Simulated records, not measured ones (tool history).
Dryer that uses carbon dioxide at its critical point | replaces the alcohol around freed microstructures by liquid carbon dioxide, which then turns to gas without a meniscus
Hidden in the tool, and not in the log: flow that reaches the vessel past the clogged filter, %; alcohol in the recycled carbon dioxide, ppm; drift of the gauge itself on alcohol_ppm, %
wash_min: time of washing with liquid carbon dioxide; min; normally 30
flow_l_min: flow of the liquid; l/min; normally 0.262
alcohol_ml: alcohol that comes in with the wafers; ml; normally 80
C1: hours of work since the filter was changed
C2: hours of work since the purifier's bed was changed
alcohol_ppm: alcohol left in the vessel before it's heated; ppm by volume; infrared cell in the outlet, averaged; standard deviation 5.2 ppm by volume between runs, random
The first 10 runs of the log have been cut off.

run 11 hour=130.4 | wash_min=21 flow_l_min=0.262 alcohol_ml=80 | C1=52 C2=575 | alcohol_ppm=799
run 12 hour=142.7 | wash_min=21 flow_l_min=0.262 alcohol_ml=80 | C1=62 C2=584 | alcohol_ppm=819
run 13 hour=150.5 | wash_min=21 flow_l_min=0.262 alcohol_ml=80 | C1=68 C2=590 | alcohol_ppm=798
run 14 hour=160.7 | wash_min=41 flow_l_min=0.262 alcohol_ml=80 | C1=76 C2=598 | alcohol_ppm=98
run 15 hour=169.4 | wash_min=41 flow_l_min=0.262 alcohol_ml=80 | C1=83 C2=605 | alcohol_ppm=97
run 16 hour=180 | wash_min=30 flow_l_min=0.262 alcohol_ml=80 | C1=91 C2=613 | alcohol_ppm=187
run 17 hour=192.7 | wash_min=41 flow_l_min=0.362 alcohol_ml=22 | C1=101 C2=623 | alcohol_ppm=87
run 18 hour=207.7 | wash_min=31 flow_l_min=0.373 alcohol_ml=58 | C1=113 C2=635 | alcohol_ppm=95
run 19 hour=222.3 | wash_min=21 flow_l_min=0.262 alcohol_ml=80 | C1=124 C2=647 | alcohol_ppm=848
run 20 hour=231.7 | wash_min=30 flow_l_min=0.231 alcohol_ml=100 | C1=131 C2=654 | alcohol_ppm=370
run 21 hour=240.5 | wash_min=29 flow_l_min=0.325 alcohol_ml=49 | C1=138 C2=661 | alcohol_ppm=119
run 22 hour=247.3 | wash_min=29 flow_l_min=0.325 alcohol_ml=49 | C1=144 C2=666 | alcohol_ppm=120
run 23 hour=254.9 | wash_min=45 flow_l_min=0.194 alcohol_ml=38 | C1=150 C2=672 | alcohol_ppm=112
run 24 hour=266.5 | wash_min=46 flow_l_min=0.279 alcohol_ml=80 | C1=159 C2=681 | alcohol_ppm=103
run 25 hour=281.3 | wash_min=48 flow_l_min=0.192 alcohol_ml=53 | C1=170 C2=693 | alcohol_ppm=125
run 26 hour=296.4 | wash_min=48 flow_l_min=0.192 alcohol_ml=53 | C1=182 C2=704 | alcohol_ppm=129
run 27 hour=312.7 | wash_min=48 flow_l_min=0.192 alcohol_ml=53 | C1=195 C2=717 | alcohol_ppm=123
run 28 hour=326.9 | wash_min=48 flow_l_min=0.192 alcohol_ml=53 | C1=206 C2=728 | alcohol_ppm=128
run 29 hour=337.6 | wash_min=48 flow_l_min=0.192 alcohol_ml=53 | C1=214 C2=737 | alcohol_ppm=137
run 30 hour=344.4 | wash_min=48 flow_l_min=0.192 alcohol_ml=53 | C1=219 C2=742 | alcohol_ppm=127
run 31 hour=358 | wash_min=48 flow_l_min=0.192 alcohol_ml=53 | C1=230 C2=753 | alcohol_ppm=127

What if the next run were any one of these 3? Each begins from the tool's condition after run 31:
run A hour=371.2 | wash_min=27 flow_l_min=0.344 alcohol_ml=45 | C1=240 C2=763 | alcohol_ppm=?
run B hour=371.2 | wash_min=23 flow_l_min=0.276 alcohol_ml=78 | C1=240 C2=763 | alcohol_ppm=?
run C hour=371.2 | wash_min=28 flow_l_min=0.286 alcohol_ml=80 | C1=240 C2=763 | alcohol_ppm=?

run=A alcohol_ppm=124
run=B alcohol_ppm=530
run=C alcohol_ppm=208
Stripped of hidden state, with their random variation kept, the same runs would have yielded:
run=A alcohol_ppm=12
run=B alcohol_ppm=323
run=C alcohol_ppm=74

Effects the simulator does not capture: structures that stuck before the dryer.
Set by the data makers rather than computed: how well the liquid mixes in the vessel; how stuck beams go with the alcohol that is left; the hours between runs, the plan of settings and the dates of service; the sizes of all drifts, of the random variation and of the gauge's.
